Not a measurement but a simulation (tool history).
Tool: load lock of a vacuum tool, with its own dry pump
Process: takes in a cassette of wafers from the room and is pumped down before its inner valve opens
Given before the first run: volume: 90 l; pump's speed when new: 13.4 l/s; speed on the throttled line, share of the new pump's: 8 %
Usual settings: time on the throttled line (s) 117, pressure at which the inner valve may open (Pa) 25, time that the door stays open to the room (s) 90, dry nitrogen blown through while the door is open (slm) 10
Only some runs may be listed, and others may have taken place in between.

| run | hour | time on the throttled line (s) | pressure at which the inner valve may open (Pa) | time that the door stays open to the room (s) | dry nitrogen blown through while the door is open (slm) | incoming humidity of the room's air, % | time from the closed door until the inner valve may open (s) | rise of the pressure with all valves shut (Pa/min) |
|---|---|---|---|---|---|---|---|---|
| 1 | 0 | 117 | 25 | 90 | 10 | 44.4 | 164.4 | 0.102 |
| 2 | 179.8 | 117 | 25 | 90 | 10 | 47.6 | 164.9 | 0.112 |
| 3 | 354.6 | 117 | 25 | 90 | 10 | 43.8 | 163.9 | 0.106 |
| 4 | 538.3 | 117 | 25 | 90 | 19 | 46.7 | 164.4 | 0.1 |
| 5 | 755.1 | 117 | 25 | 90 | 22 | 42.6 | 164.5 | 0.103 |
| 6 | 870.6 | 117 | 25 | 204 | 10 | 42.3 | 165.1 | 0.133 |
| 7 | 983.5 | 117 | 25 | 204 | 10 | 43.9 | 165 | 0.14 |
| 8 | 1217.2 | 88 | 25 | 204 | 10 | 43.1 | 138.2 | 0.135 |
| 9 | 1399.6 | 88 | 25 | 204 | 10 | 46 | 138.6 | 0.146 |
| 10 | 1599 | 88 | 25 | 204 | 10 | 46.3 | 138.4 | 0.145 |
| 11 | 1783.4 | 88 | 25 | 204 | 10 | 46.2 | 138.5 | 0.151 |
| 12 | 1970.2 | 86 | 25 | 204 | 22 | 43.9 | 136.4 | 0.133 |
| 13 | 2088.3 | 86 | 26 | 204 | 10 | 44.8 | 136.3 | 0.151 |
| 14 | 2239.1 | 86 | 26 | 204 | 10 | 47.7 | 135.4 | 0.157 |
| 15 | 2379.4 | 86 | 26 | 204 | 10 | 46 | 136.3 | 0.163 |
| 16 | 2493.9 | 88 | 25 | 90 | 9 | 44.5 | 139.3 | 0.139 |
| 17 | 2633.4 | 95 | 25 | 90 | 32 | 45.7 | 144.5 | 0.125 |
| 18 | 2803.1 | 95 | 25 | 90 | 32 | 45.2 | 144.6 | 0.122 |
| 19 | 3034.3 | 182 | 25 | 90 | 4 | 47.8 | 226.2 | 0.147 |
| 20 | 3215.8 | 157 | 25 | 90 | 8 | 43.2 | 202.2 | 0.143 |

Estimate the outcome of run 21 from the log above:
| 21 | 3413 | 139 | 43 | 90 | 10 | 45 | ? | ? |

Logged for run 21: time from the closed door until the inner valve may open (s) 181.4, rise of the pressure with all valves shut (Pa/min) 0.14.
With no hidden state in the tool, this same run would have given time from the closed door until the inner valve may open (s) 180.1, rise of the pressure with all valves shut (Pa/min) 0.032.
